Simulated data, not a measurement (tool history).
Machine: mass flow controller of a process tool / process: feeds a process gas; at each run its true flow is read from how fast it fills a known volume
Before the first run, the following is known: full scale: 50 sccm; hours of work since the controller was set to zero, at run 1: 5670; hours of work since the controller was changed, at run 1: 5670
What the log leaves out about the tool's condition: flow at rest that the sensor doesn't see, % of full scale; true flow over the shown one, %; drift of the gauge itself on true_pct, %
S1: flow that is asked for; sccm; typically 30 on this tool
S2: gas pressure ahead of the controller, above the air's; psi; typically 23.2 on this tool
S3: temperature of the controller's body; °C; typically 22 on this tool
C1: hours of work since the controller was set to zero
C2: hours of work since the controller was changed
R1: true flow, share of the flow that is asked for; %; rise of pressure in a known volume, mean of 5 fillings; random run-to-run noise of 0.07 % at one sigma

run    hour  S1    S2  S3    C1    C2      R1
  1       0  30  23.2  22  5670  5670   99.17
  2     179  30  26.8  22  5764  5764   99.24
  3     438  30  26.8  22  5901  5901   99.53
  4   563.8  30  26.8  22  5968  5968   99.61
  5   807.1  30  26.8  22  6097  6097   99.84
  6   920.2  35  23.2  22  6157  6157   100.4
      944.8  -- controller's zero set anew
  7  1151.4  30  23.2  22   109  6279  100.47
  8  1317.9  30  23.2  22   197  6367   100.4
  9  1524.5  25  23.2  26   307  6476  100.73
 10  1750.2  26  33.1  36   426  6596  101.46
 11  1866.3   7  28.1  21   488  6657  100.19
 12  2090.7   5  23.2  22   606  6776  100.34
 13  2359.2  17    40  31   749  6918  101.58
     2517.2  -- controller exchanged for a calibrated one
 14    2552  30  23.2  35    18    18  102.57
     2630.8  -- gauge calibrated
 15  2674.5  11  23.2  36    83    83   99.01
 16  2814.1  11  23.2  36   157   157   99.26

Hidden state or all else? Some run-to-run changes of R1, split into what the settings, what came in and random variation would give without the hidden state, and what is left for the hidden state (with any gauge scatter that isn't in both results):
Run 14 -> 15: S1 30 -> 11, S3 35 -> 36, gauge calibrated. R1 -3.56 %: hidden state -2.86, all else -0.7.
